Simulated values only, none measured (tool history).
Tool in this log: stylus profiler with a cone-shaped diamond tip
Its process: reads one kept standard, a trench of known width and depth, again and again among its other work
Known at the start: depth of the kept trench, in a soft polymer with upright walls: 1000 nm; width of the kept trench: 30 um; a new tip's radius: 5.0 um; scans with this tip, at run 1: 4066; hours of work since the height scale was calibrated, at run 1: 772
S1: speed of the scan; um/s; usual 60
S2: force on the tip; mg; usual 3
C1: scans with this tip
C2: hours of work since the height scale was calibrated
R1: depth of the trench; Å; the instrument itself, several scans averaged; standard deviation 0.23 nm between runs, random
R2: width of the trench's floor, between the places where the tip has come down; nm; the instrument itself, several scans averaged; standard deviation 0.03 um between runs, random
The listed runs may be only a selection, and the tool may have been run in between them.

| run | hour | S1 | S2 | C1 | C2 | R1 | R2 |
|---|---|---|---|---|---|---|---|
| 1 | 0 | 60 | 3 | 4066 | 772 | 10173.9 | 23400 |
| 2 | 87.8 | 30 | 3 | 4259 | 809 | 10177.2 | 23510 |
| 3 | 160.8 | 30 | 3 | 4420 | 839 | 10173 | 23560 |
| 4 | 208.2 | 84 | 3 | 4524 | 859 | 10174.6 | 23200 |
|  | 286.5 | height scale calibrated on a step standard |
| 5 | 288.7 | 84 | 3 | 4700 | 1 | 10139.2 | 23250 |
| 6 | 377.8 | 84 | 3 | 4896 | 38 | 10141.9 | 23200 |
| 7 | 430.5 | 49 | 3 | 5012 | 60 | 10139.7 | 23390 |
| 8 | 489.4 | 60 | 3 | 5142 | 85 | 10144.8 | 23340 |
| 9 | 554.2 | 60 | 3 | 5284 | 112 | 10147.6 | 23310 |
| 10 | 629 | 60 | 3 | 5449 | 143 | 10142.2 | 23300 |
| 11 | 707.7 | 60 | 3 | 5622 | 176 | 10143.5 | 23240 |
| 12 | 768.4 | 60 | 3 | 5756 | 201 | 10145.7 | 23290 |
| 13 | 813.8 | 60 | 3 | 5856 | 220 | 10146.4 | 23260 |
| 14 | 852 | 60 | 1.25 | 5940 | 236 | 10084.6 | 23100 |
| 15 | 940.6 | 148 | 1.93 | 6135 | 273 | 10114.4 | 22570 |
| 16 | 1031.1 | 15 | 1.51 | 6334 | 311 | 10103.9 | 23490 |
| 17 | 1098.5 | 18 | 7.23 | 6483 | 340 | 10263.4 | 23440 |
| 18 | 1156.7 | 18 | 7.23 | 6611 | 364 | 10268.9 | 23490 |
| 19 | 1224.5 | 48 | 1.66 | 6760 | 392 | 10110.2 | 23150 |
| 20 | 1310.3 | 48 | 7.72 | 6949 | 428 | 10282.3 | 23350 |
| 21 | 1370.5 | 198 | 6.07 | 7081 | 453 | 10242.2 | 22740 |
| 22 | 1445.3 | 15 | 8.1 | 7246 | 485 | 10293.2 | 23410 |
| 23 | 1485.2 | 21 | 4.2 | 7334 | 501 | 10193.3 | 23380 |
| 24 | 1538.1 | 142 | 6.24 | 7450 | 523 | 10247.9 | 22910 |
| 25 | 1587.3 | 128 | 6.24 | 7559 | 544 | 10250.5 | 23040 |
| 26 | 1669.5 | 128 | 6.24 | 7739 | 578 | 10251.9 | 22960 |

Consider 3 possible next runs. They are alternatives, not a sequence: every one starts from the tool as it was left by run 26. What does each give?
| A | 1746.5 | 20 | 5.61 | 7909 | 610 | ? | ? |
| B | 1746.5 | 103 | 1.52 | 7909 | 610 | ? | ? |
| C | 1746.5 | 121 | 6.86 | 7909 | 610 | ? | ? |

| run | R1 | R2 |
|---|---|---|
| A | 10232.9 | 23370 |
| B | 10113.5 | 22640 |
| C | 10266.3 | 23030 |
Stripped of hidden state, with their random variation kept, the same runs would have yielded:
| run | R1 | R2 |
|---|---|---|
| A | 10210.5 | 23930 |
| B | 10091.4 | 23190 |
| C | 10243.9 | 23580 |
